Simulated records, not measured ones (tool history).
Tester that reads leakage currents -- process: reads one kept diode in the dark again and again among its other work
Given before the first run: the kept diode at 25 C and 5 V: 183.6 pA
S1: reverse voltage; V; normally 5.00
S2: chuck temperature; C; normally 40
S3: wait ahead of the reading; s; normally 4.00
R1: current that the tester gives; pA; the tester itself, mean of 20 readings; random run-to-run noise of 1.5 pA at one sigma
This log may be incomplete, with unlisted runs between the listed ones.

| run | day | S1 | S2 | S3 | R1 |
|---|---|---|---|---|---|
| 1 | 0.000 | 5.00 | 40 | 4.00 | 523.55 |
| 2 | 3.117 | 5.00 | 40 | 4.00 | 525.21 |
| 3 | 4.933 | 5.00 | 40 | 4.00 | 526.23 |
| 4 | 7.562 | 5.00 | 40 | 4.00 | 526.66 |
| 5 | 9.929 | 2.92 | 40 | 4.00 | 415.19 |
| 6 | 12.838 | 2.92 | 40 | 4.00 | 419.92 |
| 7 | 14.517 | 5.00 | 44 | 4.00 | 689.26 |
| 8 | 16.946 | 5.00 | 22 | 4.00 | 154.94 |
| 9 | 18.942 | 5.00 | 22 | 4.00 | 154.79 |
| 10 | 22.004 | 5.00 | 22 | 4.00 | 155.41 |
| 11 | 25.104 | 5.00 | 22 | 4.00 | 156.79 |
| 12 | 28.012 | 4.09 | 22 | 4.00 | 144.29 |
| 13 | 29.496 | 4.09 | 22 | 4.00 | 144.62 |
| 14 | 30.896 | 4.09 | 22 | 4.00 | 145.78 |
| 15 | 33.942 | 4.09 | 22 | 4.00 | 146.36 |
| 16 | 36.217 | 4.09 | 22 | 4.00 | 146.53 |
| 17 | 38.300 | 4.09 | 22 | 4.00 | 146.45 |
| 18 | 41.067 | 7.69 | 40 | 3.00 | 668.02 |
| 19 | 44.454 | 7.69 | 40 | 3.00 | 668.68 |
| 20 | 47.604 | 16.52 | 32 | 0.46 | 562.81 |
| 21 | 49.175 | 1.74 | 24 | 1.44 | 116.61 |
| 22 | 51.683 | 5.00 | 23 | 0.98 | 176.71 |
| 23 | 53.342 | 5.00 | 23 | 0.98 | 177.01 |

The next listed run, before its measurement:
| 24 | 56.100 | 5.00 | 23 | 0.98 | ? |

R1: 178.14 pA
On a tool with no hidden condition, and with the same random variation, this run would have come out at R1 159.22 pA.

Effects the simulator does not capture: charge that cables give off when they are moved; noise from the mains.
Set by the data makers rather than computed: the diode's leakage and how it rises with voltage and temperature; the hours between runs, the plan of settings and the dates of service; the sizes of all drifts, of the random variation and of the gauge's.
